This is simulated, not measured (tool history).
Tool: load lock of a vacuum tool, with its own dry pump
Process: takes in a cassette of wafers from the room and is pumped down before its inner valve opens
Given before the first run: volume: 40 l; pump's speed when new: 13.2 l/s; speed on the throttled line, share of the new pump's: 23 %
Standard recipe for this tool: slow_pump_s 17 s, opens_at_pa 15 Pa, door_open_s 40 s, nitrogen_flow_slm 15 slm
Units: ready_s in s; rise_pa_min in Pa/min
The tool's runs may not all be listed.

run	hour	slow_pump_s	opens_at_pa	door_open_s	nitrogen_flow_slm	incoming humidity of the room's air, %	ready_s	rise_pa_min
1	0.0	17	15	40	15	45.8	42.2	0.331
2	259.1	17	15	40	21	44.0	42.5	0.349
3	473.2	17	15	40	21	41.4	42.5	0.355
4	859.5	17	15	40	21	44.4	40.0	0.395
5	1250.4	26	15	40	15	44.8	46.8	0.428
6	1657.1	17	15	40	24	47.0	39.9	0.455
7	1958.9	17	15	40	24	45.5	40.0	0.480
8	2320.3	17	10	40	15	42.7	41.6	0.523
9	2716.7	17	10	40	15	43.8	41.4	0.551
10	3103.6	15	15	40	15	46.8	38.6	0.593
11	3519.0	17	15	40	16	45.9	40.5	0.044
12	3871.9	17	15	40	15	44.8	40.5	0.049
13	4105.4	17	15	102	15	42.9	40.0	0.091
14	4476.1	17	16	102	15	44.2	40.4	0.100
15	4666.9	22	24	52	5	45.3	42.8	0.094
16	4882.8	22	24	52	5	44.5	43.1	0.100
17	5238.3	22	24	52	5	46.7	42.8	0.115
18	5598.6	22	15	239	5	42.7	44.1	0.206
19	5887.6	22	15	239	22	45.3	44.8	0.173
20	6170.3	17	25	36	12	45.2	38.8	0.129
21	6400.2	17	20	34	12	44.2	39.8	0.133
22	6721.2	17	20	34	12	45.6	39.6	0.156
23	6928.0	21	20	34	13	46.9	43.0	0.159
24	7329.0	21	20	34	13	47.1	42.7	0.177
25	7730.4	28	15	34	32	45.6	49.1	0.195
26	8072.4	24	15	37	15	42.9	46.8	0.227
27	8403.9	16	21	26	7	46.8	39.1	0.249
28	8795.9	16	21	26	7	46.3	39.2	0.273

Not shown: 2 entries that the log had between the listed runs. Between which runs, and how does the tool's hidden state differ before and after?
Between runs 3 and 4: dry pump taken out, an overhauled one fitted (hour 708.4)
  pump's speed, % of a new pump's: 89.2 -> 100.8; leak at the door's seal, Pa l/s: 0.2171 -> 0.2374
  what was measured, less what the result would be without the hidden state, ready_s: +2.7 -> -0.1 s; rise_pa_min: +0.322 -> +0.354 Pa/min
Between runs 10 and 11: door's seal changed, seat wiped (hour 3448.5)
  pump's speed, % of a new pump's: 99.3 -> 99; leak at the door's seal, Pa l/s: 0.3689 -> 0.0038
  what was measured, less what the result would be without the hidden state, ready_s: +0.2 -> +0.2 s; rise_pa_min: +0.550 -> +0.003 Pa/min
